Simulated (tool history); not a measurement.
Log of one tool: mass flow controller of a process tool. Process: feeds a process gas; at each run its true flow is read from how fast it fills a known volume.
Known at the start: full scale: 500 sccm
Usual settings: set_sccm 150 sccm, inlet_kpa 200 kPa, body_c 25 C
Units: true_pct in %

| run | hour | set_sccm | inlet_kpa | body_c | true_pct |
|---|---|---|---|---|---|
| 1 | 0 | 150 | 200 | 25 | 99.8 |
| 2 | 74 | 58 | 200 | 25 | 99.7 |
| 3 | 160.5 | 150 | 200 | 25 | 99.87 |
| 4 | 240.8 | 150 | 200 | 22 | 99.6 |
| 5 | 327 | 150 | 200 | 22 | 99.68 |
| 6 | 373.3 | 150 | 200 | 22 | 99.8 |
| 7 | 459.8 | 150 | 200 | 22 | 99.94 |
| 8 | 528.2 | 150 | 200 | 25 | 100.17 |
| 9 | 614.9 | 150 | 200 | 25 | 100.24 |
| 10 | 687.3 | 150 | 200 | 25 | 100.23 |
| 11 | 760.8 | 150 | 200 | 26 | 100.33 |
| 12 | 847.5 | 150 | 200 | 26 | 100.41 |
| 13 | 920.3 | 150 | 233 | 21 | 100.05 |
| 14 | 967.9 | 171 | 246 | 38 | 101.61 |
| 15 | 1038.5 | 203 | 200 | 25 | 100.44 |
| 16 | 1131.3 | 203 | 208 | 23 | 100.37 |
| 17 | 1194.5 | 203 | 208 | 23 | 100.45 |
| 18 | 1278.7 | 203 | 208 | 23 | 100.51 |
| 19 | 1346.5 | 156 | 200 | 30 | 101.25 |
| 20 | 1444.6 | 156 | 200 | 30 | 101.34 |
| 21 | 1486.6 | 110 | 144 | 30 | 101.25 |
| 22 | 1586.9 | 114 | 145 | 29 | 101.27 |

Forecast each of these 3 alternatives for the next run:
| A | 1649.9 | 132 | 266 | 25 | ? |
| B | 1649.9 | 150 | 200 | 27 | ? |
| C | 1649.9 | 241 | 215 | 36 | ? |

| run | true_pct |
|---|---|
| A | 100.84 |
| B | 101.25 |
| C | 102.16 |
Without the tool's hidden state the same runs would have given:
| run | true_pct |
|---|---|
| A | 99.65 |
| B | 100.06 |
| C | 100.97 |

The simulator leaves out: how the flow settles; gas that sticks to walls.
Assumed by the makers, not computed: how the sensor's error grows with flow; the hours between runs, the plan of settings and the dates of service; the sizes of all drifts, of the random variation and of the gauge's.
